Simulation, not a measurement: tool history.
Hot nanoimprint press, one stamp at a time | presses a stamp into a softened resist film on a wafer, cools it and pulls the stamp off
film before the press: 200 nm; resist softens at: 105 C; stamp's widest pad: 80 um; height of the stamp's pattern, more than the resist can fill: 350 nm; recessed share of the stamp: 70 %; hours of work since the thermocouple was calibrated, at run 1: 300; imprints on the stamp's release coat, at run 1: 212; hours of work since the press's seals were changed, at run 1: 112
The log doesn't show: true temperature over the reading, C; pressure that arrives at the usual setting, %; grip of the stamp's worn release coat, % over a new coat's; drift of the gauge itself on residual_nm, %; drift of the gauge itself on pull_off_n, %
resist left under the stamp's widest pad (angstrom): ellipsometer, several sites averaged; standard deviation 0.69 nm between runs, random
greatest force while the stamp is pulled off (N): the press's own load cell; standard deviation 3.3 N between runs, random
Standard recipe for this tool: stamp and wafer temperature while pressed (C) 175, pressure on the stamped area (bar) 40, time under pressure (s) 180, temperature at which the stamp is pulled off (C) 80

| run | day | stamp and wafer temperature while pressed (C) | pressure on the stamped area (bar) | time under pressure (s) | temperature at which the stamp is pulled off (C) | hours of work since the thermocouple was calibrated | imprints on the stamp's release coat | hours of work since the press's seals were changed | resist left under the stamp's widest pad (angstrom) | greatest force while the stamp is pulled off (N) |
|---|---|---|---|---|---|---|---|---|---|---|
| 1 | 0 | 175 | 40 | 180 | 80 | 300 | 212 | 112 | 838 | 167 |
| 2 | 0.492 | 175 | 40 | 180 | 80 | 308 | 247 | 119 | 845 | 168 |
| 3 | 0.871 | 175 | 40 | 180 | 80 | 313 | 274 | 125 | 830 | 171 |
| 4 | 1.321 | 175 | 40 | 180 | 80 | 320 | 306 | 132 | 846 | 174 |
| 5 | 1.779 | 175 | 40 | 113 | 80 | 327 | 339 | 139 | 999 | 172 |
| 6 | 2.358 | 175 | 40 | 113 | 80 | 336 | 381 | 147 | 1000 | 181 |
|  | 2.95 | plate thermocouple calibrated |
| 7 | 3.029 | 180 | 40 | 113 | 80 | 1 | 420 | 155 | 780 | 179 |
| 8 | 3.412 | 175 | 40 | 180 | 79 | 7 | 447 | 161 | 799 | 177 |
| 9 | 3.721 | 175 | 40 | 180 | 79 | 12 | 469 | 166 | 798 | 175 |
| 10 | 4.329 | 175 | 40 | 180 | 79 | 21 | 513 | 175 | 800 | 177 |
| 11 | 4.933 | 175 | 40 | 180 | 79 | 30 | 556 | 184 | 804 | 178 |
| 12 | 5.258 | 175 | 40 | 180 | 79 | 35 | 579 | 189 | 809 | 186 |
| 13 | 5.529 | 175 | 40 | 180 | 80 | 39 | 598 | 193 | 798 | 188 |
| 14 | 5.938 | 163 | 40 | 180 | 80 | 45 | 628 | 199 | 1327 | 187 |
| 15 | 6.546 | 181 | 40 | 180 | 80 | 54 | 671 | 208 | 616 | 182 |
| 16 | 6.825 | 181 | 40 | 180 | 80 | 58 | 691 | 212 | 616 | 188 |
| 17 | 7.333 | 177 | 49.5 | 214 | 80 | 66 | 728 | 220 | 613 | 185 |
| 18 | 7.658 | 177 | 49.5 | 214 | 80 | 70 | 751 | 225 | 627 | 192 |
| 19 | 8.288 | 177 | 49.5 | 214 | 80 | 80 | 796 | 234 | 622 | 195 |
| 20 | 8.912 | 166 | 31.4 | 336 | 80 | 89 | 841 | 244 | 1071 | 193 |
| 21 | 9.508 | 175 | 40 | 180 | 66 | 98 | 883 | 252 | 816 | 225 |
| 22 | 9.792 | 164 | 34 | 180 | 80 | 102 | 904 | 257 | 1345 | 199 |
| 23 | 10.183 | 164 | 34 | 180 | 67 | 108 | 931 | 263 | 1350 | 224 |
| 24 | 10.567 | 164 | 34 | 180 | 67 | 114 | 959 | 268 | 1352 | 225 |
| 25 | 10.829 | 164 | 34 | 239 | 67 | 118 | 978 | 272 | 1246 | 233 |
| 26 | 11.333 | 175 | 26.3 | 217 | 79 | 125 | 1014 | 280 | 923 | 199 |
| 27 | 11.654 | 186 | 40 | 180 | 70 | 130 | 1037 | 285 | 512 | 223 |
| 28 | 12.083 | 166 | 40 | 180 | 68 | 137 | 1067 | 291 | 1196 | 232 |
| 29 | 12.567 | 170 | 40 | 180 | 68 | 144 | 1102 | 298 | 1010 | 232 |
| 30 | 12.871 | 175 | 47.9 | 180 | 77 | 148 | 1124 | 303 | 760 | 211 |
|  | 13.404 | stamp cleaned and given a new release coat |
| 31 | 13.671 | 175 | 40 | 180 | 77 | 157 | 19 | 311 | 822 | 161 |

Hidden state or all else? Some run-to-run changes of resist left under the stamp's widest pad (angstrom), split into what the settings, what came in and random variation would give without the hidden state, and what is left for the hidden state (with any gauge scatter that isn't in both results):
Run 4 -> 5: time under pressure (s) 180 -> 113. resist left under the stamp's widest pad (angstrom) +153: hidden state +5, all else +148.
Run 6 -> 7: stamp and wafer temperature while pressed (C) 175 -> 180, plate thermocouple calibrated. resist left under the stamp's widest pad (angstrom) -220: hidden state -38, all else -182.
Run 14 -> 15: stamp and wafer temperature while pressed (C) 163 -> 181. resist left under the stamp's widest pad (angstrom) -711: hidden state +0, all else -711.
Run 21 -> 22: stamp and wafer temperature while pressed (C) 175 -> 164, pressure on the stamped area (bar) 40 -> 34, temperature at which the stamp is pulled off (C) 66 -> 80. resist left under the stamp's widest pad (angstrom) +529: hidden state +2, all else +527.
Run 27 -> 28: stamp and wafer temperature while pressed (C) 186 -> 166, temperature at which the stamp is pulled off (C) 70 -> 68. resist left under the stamp's widest pad (angstrom) +684: hidden state +11, all else +673.
